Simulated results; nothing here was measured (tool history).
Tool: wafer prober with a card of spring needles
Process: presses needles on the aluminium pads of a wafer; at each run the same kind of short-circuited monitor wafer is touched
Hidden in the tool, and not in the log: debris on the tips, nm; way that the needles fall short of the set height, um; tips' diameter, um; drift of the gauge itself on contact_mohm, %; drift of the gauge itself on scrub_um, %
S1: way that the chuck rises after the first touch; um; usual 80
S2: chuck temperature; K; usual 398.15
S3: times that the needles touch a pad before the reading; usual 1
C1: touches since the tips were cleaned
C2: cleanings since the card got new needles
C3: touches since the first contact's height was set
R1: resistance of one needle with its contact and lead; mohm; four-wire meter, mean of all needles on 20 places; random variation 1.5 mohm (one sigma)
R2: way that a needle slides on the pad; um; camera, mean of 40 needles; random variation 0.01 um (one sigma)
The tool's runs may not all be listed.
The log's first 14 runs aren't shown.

run   hour  S1      S2  S3    C1  C2     C3   R1     R2
     269.1  -- tips cleaned on abrasive film
     283.6  -- tips cleaned on abrasive film
 15  292.9  79  306.15   1  5884  37  55781  283  20.61
     299.0  -- tips cleaned on abrasive film
     302.7  -- height of the first contact set anew
     314.1  -- tips cleaned on abrasive film
 16  316.9  80  376.15   1  1800  39   8927  231  21.03
     329.9  -- tips cleaned on abrasive film
 17  339.2  81  377.15   2  5897  40  22972  220  21.25
     344.0  -- tips cleaned on abrasive film
 18  355.0  81  377.15   2  6950  41  32866  221  21.22
     358.4  -- tips cleaned on abrasive film
 19  369.5  80  300.15   3  7027  42  41983  183  20.94
     373.4  -- tips cleaned on abrasive film
     387.6  -- tips cleaned on abrasive film
 20  398.3  77  370.15   1  6757  44  60072  286  20.09
     400.0  -- height of the first contact set anew
     404.2  -- tips cleaned on abrasive film
 21  412.4  61  370.15   1  5172  45   7786  363  15.99
     418.7  -- tips cleaned on abrasive film
     433.6  -- tips cleaned on abrasive film
 22  438.2  91  330.15   1  2896  47  23991  231  23.85
     448.5  -- tips cleaned on abrasive film
     463.7  -- tips cleaned on abrasive film
 23  463.7  88  398.15   1     0  49  39966  149  23.02
     479.8  -- tips cleaned on abrasive film
 24  486.9  77  398.15   2  4512  50  54593  228  20.10
     495.0  -- tips cleaned on abrasive film
     497.9  -- height of the first contact set anew
     510.4  -- tips cleaned on abrasive film
 25  511.3  63  351.15   1   568  52   8417  210  16.55
     525.7  -- tips cleaned on abrasive film
 26  527.8  98  398.15   1  1310  53  18754  194  25.73
     539.8  -- tips cleaned on abrasive film
 27  549.2  67  300.15   1  5932  54  32208  352  17.53
     554.3  -- tips cleaned on abrasive film
     569.0  -- tips cleaned on abrasive film
 28  576.4  67  300.15   1  4728  56  49322  341  17.50
     583.5  -- tips cleaned on abrasive film
 29  590.7  88  313.15   1  4583  57  58298  264  23.01
     595.5  -- height of the first contact set anew
     600.0  -- tips cleaned on abrasive film
 30  604.9  81  313.15   1  3081  58   5898  271  21.27

Forecast each of these 3 alternatives for the next run:
     615.2  -- tips cleaned on abrasive film
     629.2  -- tips cleaned on abrasive film
  A  631.4  80  304.15   1  1407  60  22496   ?   ?
     615.2  -- tips cleaned on abrasive film
     629.2  -- tips cleaned on abrasive film
  B  631.4  80  331.15   1  1407  60  22496   ?   ?
     615.2  -- tips cleaned on abrasive film
     629.2  -- tips cleaned on abrasive film
  C  631.4  70  339.15   1  1407  60  22496   ?   ?

run   R1     R2
  A  227  20.97
  B  227  20.95
  C  254  18.34
Without the tool's hidden state the same runs would have given:
run   R1     R2
  A  126  21.04
  B  131  21.03
  C  134  18.42
